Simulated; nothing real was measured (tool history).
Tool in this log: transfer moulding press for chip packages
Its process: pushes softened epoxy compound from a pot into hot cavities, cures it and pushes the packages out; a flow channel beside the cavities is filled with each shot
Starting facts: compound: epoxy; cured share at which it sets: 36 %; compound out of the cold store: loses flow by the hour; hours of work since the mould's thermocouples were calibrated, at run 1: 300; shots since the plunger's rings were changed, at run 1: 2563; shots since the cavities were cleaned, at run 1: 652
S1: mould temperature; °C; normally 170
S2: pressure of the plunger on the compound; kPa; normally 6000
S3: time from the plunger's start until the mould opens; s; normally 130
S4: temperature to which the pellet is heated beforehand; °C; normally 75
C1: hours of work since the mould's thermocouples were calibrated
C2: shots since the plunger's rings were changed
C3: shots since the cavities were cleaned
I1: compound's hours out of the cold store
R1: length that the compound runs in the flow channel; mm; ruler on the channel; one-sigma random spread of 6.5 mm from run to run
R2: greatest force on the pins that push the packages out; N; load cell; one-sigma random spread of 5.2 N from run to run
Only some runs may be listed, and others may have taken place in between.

{"run": 1, "hour": 0.0, "S1": 170, "S2": 6000, "S3": 130, "S4": 75, "C1": 300, "C2": 2563, "C3": 652, "I1": 15.0, "R1": 821, "R2": 245}
{"run": 2, "hour": 12.9, "S1": 170, "S2": 6000, "S3": 130, "S4": 75, "C1": 310, "C2": 2698, "C3": 787, "I1": 32.7, "R1": 783, "R2": 232}
{"hour": 20.2, "done": "cavities cleaned with cleaning compound and waxed"}
{"run": 3, "hour": 27.2, "S1": 170, "S2": 6000, "S3": 130, "S4": 82, "C1": 320, "C2": 2832, "C3": 73, "I1": 9.2, "R1": 832, "R2": 267}
{"run": 4, "hour": 37.9, "S1": 170, "S2": 6000, "S3": 130, "S4": 82, "C1": 328, "C2": 2945, "C3": 186, "I1": 31.6, "R1": 796, "R2": 271}
{"hour": 47.7, "done": "cavities cleaned with cleaning compound and waxed, once more"}
{"run": 5, "hour": 51.3, "S1": 170, "S2": 6000, "S3": 130, "S4": 82, "C1": 337, "C2": 3069, "C3": 38, "I1": 15.7, "R1": 811, "R2": 194}
{"run": 6, "hour": 61.2, "S1": 170, "S2": 6000, "S3": 130, "S4": 75, "C1": 344, "C2": 3173, "C3": 142, "I1": 46.8, "R1": 741, "R2": 194}
{"run": 7, "hour": 71.2, "S1": 170, "S2": 6000, "S3": 130, "S4": 75, "C1": 352, "C2": 3278, "C3": 247, "I1": 47.4, "R1": 746, "R2": 217}
{"run": 8, "hour": 84.3, "S1": 170, "S2": 6000, "S3": 130, "S4": 75, "C1": 361, "C2": 3415, "C3": 384, "I1": 45.4, "R1": 747, "R2": 220}
{"run": 9, "hour": 95.2, "S1": 170, "S2": 6000, "S3": 130, "S4": 79, "C1": 370, "C2": 3530, "C3": 499, "I1": 46.0, "R1": 735, "R2": 226}
{"run": 10, "hour": 106.4, "S1": 170, "S2": 6000, "S3": 130, "S4": 79, "C1": 378, "C2": 3647, "C3": 616, "I1": 35.4, "R1": 761, "R2": 232}
{"run": 11, "hour": 112.0, "S1": 170, "S2": 6000, "S3": 130, "S4": 79, "C1": 382, "C2": 3705, "C3": 674, "I1": 22.6, "R1": 782, "R2": 245}
{"run": 12, "hour": 123.7, "S1": 170, "S2": 6000, "S3": 130, "S4": 79, "C1": 391, "C2": 3827, "C3": 796, "I1": 47.2, "R1": 735, "R2": 236}
{"hour": 130.2, "done": "cavities cleaned with cleaning compound and waxed"}
{"run": 13, "hour": 133.8, "S1": 164, "S2": 6000, "S3": 130, "S4": 75, "C1": 398, "C2": 3917, "C3": 37, "I1": 10.9, "R1": 837, "R2": 239}
{"run": 14, "hour": 143.6, "S1": 164, "S2": 6000, "S3": 130, "S4": 75, "C1": 405, "C2": 4021, "C3": 141, "I1": 15.1, "R1": 822, "R2": 245}
{"run": 15, "hour": 151.2, "S1": 164, "S2": 6000, "S3": 130, "S4": 75, "C1": 411, "C2": 4100, "C3": 220, "I1": 34.5, "R1": 780, "R2": 253}
{"run": 16, "hour": 161.0, "S1": 164, "S2": 6000, "S3": 130, "S4": 75, "C1": 418, "C2": 4203, "C3": 323, "I1": 25.0, "R1": 811, "R2": 257}
{"run": 17, "hour": 168.6, "S1": 164, "S2": 6000, "S3": 130, "S4": 75, "C1": 424, "C2": 4282, "C3": 402, "I1": 20.0, "R1": 817, "R2": 273}
{"run": 18, "hour": 182.0, "S1": 173, "S2": 6960, "S3": 130, "S4": 75, "C1": 434, "C2": 4422, "C3": 542, "I1": 46.7, "R1": 762, "R2": 215}
{"run": 19, "hour": 192.0, "S1": 170, "S2": 6000, "S3": 117, "S4": 75, "C1": 441, "C2": 4527, "C3": 647, "I1": 27.4, "R1": 759, "R2": 258}
{"run": 20, "hour": 199.9, "S1": 173, "S2": 4870, "S3": 117, "S4": 75, "C1": 447, "C2": 4611, "C3": 731, "I1": 47.5, "R1": 628, "R2": 234}
{"run": 21, "hour": 209.3, "S1": 173, "S2": 4870, "S3": 111, "S4": 85, "C1": 454, "C2": 4709, "C3": 829, "I1": 24.9, "R1": 672, "R2": 257}
{"hour": 212.1, "done": "cavities cleaned with cleaning compound and waxed"}
{"run": 22, "hour": 217.8, "S1": 173, "S2": 4870, "S3": 111, "S4": 85, "C1": 460, "C2": 4782, "C3": 59, "I1": 46.3, "R1": 629, "R2": 189}
{"run": 23, "hour": 227.2, "S1": 173, "S2": 4870, "S3": 111, "S4": 85, "C1": 467, "C2": 4881, "C3": 158, "I1": 22.3, "R1": 684, "R2": 202}
{"run": 24, "hour": 234.9, "S1": 170, "S2": 4980, "S3": 156, "S4": 80, "C1": 473, "C2": 4961, "C3": 238, "I1": 16.2, "R1": 714, "R2": 194}
{"run": 25, "hour": 246.0, "S1": 170, "S2": 6460, "S3": 130, "S4": 75, "C1": 481, "C2": 5078, "C3": 355, "I1": 20.3, "R1": 796, "R2": 212}
{"hour": 255.3, "done": "plunger's sealing rings changed"}
{"run": 26, "hour": 260.2, "S1": 170, "S2": 6460, "S3": 119, "S4": 75, "C1": 490, "C2": 51, "C3": 477, "I1": 22.1, "R1": 858, "R2": 249}
{"run": 27, "hour": 267.3, "S1": 170, "S2": 4930, "S3": 130, "S4": 75, "C1": 495, "C2": 125, "C3": 551, "I1": 15.7, "R1": 777, "R2": 232}
{"run": 28, "hour": 279.1, "S1": 170, "S2": 4930, "S3": 130, "S4": 75, "C1": 504, "C2": 249, "C3": 675, "I1": 12.3, "R1": 785, "R2": 244}

Branching from run 28: 5 alternative next runs. What would each branch give?
{"run": "A", "hour": 290.1, "S1": 170, "S2": 6000, "S3": 169, "S4": 83, "C1": 512, "C2": 365, "C3": 791, "I1": 13.1, "R1": "?", "R2": "?"}
{"run": "B", "hour": 290.1, "S1": 170, "S2": 6000, "S3": 155, "S4": 75, "C1": 512, "C2": 365, "C3": 791, "I1": 11.2, "R1": "?", "R2": "?"}
{"run": "C", "hour": 290.1, "S1": 170, "S2": 6000, "S3": 111, "S4": 75, "C1": 512, "C2": 365, "C3": 791, "I1": 23.9, "R1": "?", "R2": "?"}
{"run": "D", "hour": 290.1, "S1": 170, "S2": 6000, "S3": 130, "S4": 68, "C1": 512, "C2": 365, "C3": 791, "I1": 45.6, "R1": "?", "R2": "?"}
{"run": "E", "hour": 290.1, "S1": 170, "S2": 6100, "S3": 122, "S4": 66, "C1": 512, "C2": 365, "C3": 791, "I1": 39.6, "R1": "?", "R2": "?"}

run=A R1=865 R2=235
run=B R1=874 R2=235
run=C R1=849 R2=285
run=D R1=770 R2=249
run=E R1=809 R2=255
Stripped of hidden state, with their random variation kept, the same runs would have yielded:
run=A R1=869 R2=174
run=B R1=877 R2=174
run=C R1=853 R2=205
run=D R1=773 R2=182
run=E R1=813 R2=186
